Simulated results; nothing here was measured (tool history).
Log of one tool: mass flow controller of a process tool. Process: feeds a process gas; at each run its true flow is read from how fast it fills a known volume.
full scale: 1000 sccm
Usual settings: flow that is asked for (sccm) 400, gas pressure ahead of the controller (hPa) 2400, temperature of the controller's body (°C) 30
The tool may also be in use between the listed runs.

run,hour,flow that is asked for (sccm),gas pressure ahead of the controller (hPa),temperature of the controller's body (°C),true flow (%)
1,0.0,400,2400,30,99.32
2,252.0,400,2040,30,99.48
3,560.9,400,2040,30,99.60
4,828.2,400,2040,34,99.31
5,993.5,400,2040,34,99.21
6,1256.6,400,2400,30,99.36
7,1529.5,400,2400,30,99.35
8,1718.9,400,2400,30,99.37
9,2015.6,400,1530,30,100.13
10,2196.0,400,2400,30,99.27
11,2346.4,400,2400,30,99.38
12,2549.4,400,2400,30,99.34
13,2842.6,400,2400,30,99.44
14,2988.5,185,1450,34,103.00
15,3259.7,185,1450,34,103.04
16,3509.2,185,1450,34,103.19
17,3801.0,156,1740,30,104.60
18,3951.1,156,2130,27,104.57
19,4216.9,190,2370,24,103.46
# hour 4415.2: controller's zero set anew
20,4527.9,474,1640,39,96.07
21,4726.9,138,1840,38,95.95
22,5004.1,709,2400,34,95.98
23,5258.5,483,2200,29,96.45
24,5499.5,483,2200,29,96.41
25,5723.3,240,1580,24,97.57

3 ways to go on from here, each from the tool as it stands after run 25. What would each give?
A,5944.1,240,2740,24,?
B,5944.1,240,1780,24,?
C,5944.1,363,1730,22,?

run,true flow (%)
A,96.75
B,97.42
C,97.38
Without the tool's hidden state the same runs would have given:
run,true flow (%)
A,99.15
B,99.82
C,100.10
